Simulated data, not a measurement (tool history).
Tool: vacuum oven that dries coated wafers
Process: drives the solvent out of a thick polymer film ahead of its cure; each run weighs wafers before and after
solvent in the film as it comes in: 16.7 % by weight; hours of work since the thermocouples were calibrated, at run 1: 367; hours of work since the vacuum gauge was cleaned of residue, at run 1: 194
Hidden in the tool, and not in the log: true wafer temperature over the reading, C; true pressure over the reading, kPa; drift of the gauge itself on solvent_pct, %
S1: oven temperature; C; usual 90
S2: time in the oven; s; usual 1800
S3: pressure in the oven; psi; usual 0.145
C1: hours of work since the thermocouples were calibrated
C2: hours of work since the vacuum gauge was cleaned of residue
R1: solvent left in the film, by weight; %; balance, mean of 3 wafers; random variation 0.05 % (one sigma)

| run | hour | S1 | S2 | S3 | C1 | C2 | R1 |
|---|---|---|---|---|---|---|---|
| 1 | 0.0 | 90 | 1800 | 0.145 | 367 | 194 | 2.89 |
| 2 | 10.1 | 90 | 1440 | 0.145 | 373 | 200 | 3.90 |
| 3 | 19.7 | 90 | 1440 | 0.145 | 378 | 205 | 3.85 |
| 4 | 29.3 | 90 | 1440 | 0.145 | 383 | 210 | 3.98 |
| 5 | 43.1 | 90 | 1440 | 0.145 | 390 | 217 | 3.93 |
| 6 | 55.6 | 90 | 1800 | 0.145 | 397 | 224 | 2.88 |
| 7 | 65.5 | 90 | 1800 | 0.145 | 402 | 229 | 2.94 |
| 8 | 74.3 | 90 | 1800 | 0.145 | 407 | 234 | 2.99 |
| 9 | 83.6 | 96 | 1800 | 0.145 | 412 | 239 | 1.44 |
| 10 | 93.2 | 96 | 1800 | 0.145 | 417 | 244 | 1.49 |
|  | 95.3 | vacuum gauge cleaned of residue and calibrated |
| 11 | 104.3 | 90 | 1560 | 0.364 | 422 | 5 | 3.99 |
| 12 | 111.6 | 90 | 1560 | 0.364 | 426 | 9 | 3.92 |
|  | 120.0 | vacuum gauge cleaned of residue and calibrated, once more |
| 13 | 127.2 | 90 | 1560 | 0.364 | 434 | 4 | 3.83 |
| 14 | 141.4 | 90 | 1560 | 0.364 | 441 | 11 | 3.86 |
| 15 | 149.7 | 90 | 1560 | 0.364 | 446 | 16 | 3.99 |
| 16 | 161.0 | 90 | 3000 | 0.145 | 452 | 22 | 1.20 |
| 17 | 168.7 | 78 | 1440 | 0.145 | 456 | 26 | 7.88 |
| 18 | 180.4 | 90 | 2580 | 0.145 | 462 | 32 | 1.63 |

Run 19 comes next. What will it give?
| 19 | 188.6 | 90 | 1800 | 0.513 | 467 | 37 | ? |

Run 19 gave R1 3.64 %.
Without the tool's hidden state the same run would have given R1 3.53 %.
